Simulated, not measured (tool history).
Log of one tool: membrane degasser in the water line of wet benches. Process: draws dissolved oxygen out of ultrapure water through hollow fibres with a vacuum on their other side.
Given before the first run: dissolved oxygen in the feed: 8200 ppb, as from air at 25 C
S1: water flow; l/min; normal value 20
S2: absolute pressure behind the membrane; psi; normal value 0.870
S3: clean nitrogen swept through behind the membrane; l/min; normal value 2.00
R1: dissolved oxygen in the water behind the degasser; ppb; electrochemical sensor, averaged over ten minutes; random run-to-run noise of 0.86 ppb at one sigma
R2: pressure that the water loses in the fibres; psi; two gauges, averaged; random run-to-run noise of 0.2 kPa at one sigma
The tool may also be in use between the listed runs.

run	hour	S1	S2	S3	R1	R2
1	0.0	20	0.870	2.00	82.3	6.685
2	133.2	20	0.870	4.45	44.7	6.691
3	233.0	20	0.870	4.45	46.1	6.704
4	332.1	20	0.870	2.00	79.7	6.680
5	415.3	20	0.870	2.00	80.0	6.730
6	492.7	20	0.870	2.00	80.1	6.737
7	596.1	20	0.870	2.78	64.8	6.770
8	664.9	20	0.870	2.78	62.9	6.779
9	790.3	20	0.870	2.78	63.4	6.817
10	892.0	20	0.870	2.00	81.5	6.738
11	995.5	17	1.951	0.91	418.7	5.761
12	1086.3	25	0.528	1.55	58.9	8.491
13	1166.3	18	0.619	2.70	25.3	6.163
14	1281.8	18	0.619	2.70	26.1	6.099
15	1395.9	18	0.619	2.70	25.4	6.121
16	1523.9	14	1.481	2.00	120.2	4.763
# hour 1610.6: gauge calibrated
17	1610.6	14	1.481	2.00	115.9	4.675

Run 18 is up next; what results do you expect?
# hour 1620.0: vacuum gauge calibrated
18	1746.8	27	0.870	2.00	?	?

R1: 144.8 ppb
R2: 9.059 psi
Were there no unlogged condition in the tool, this run, its random variation unchanged, would have produced R1 144.7 ppb, R2 9.037 psi.
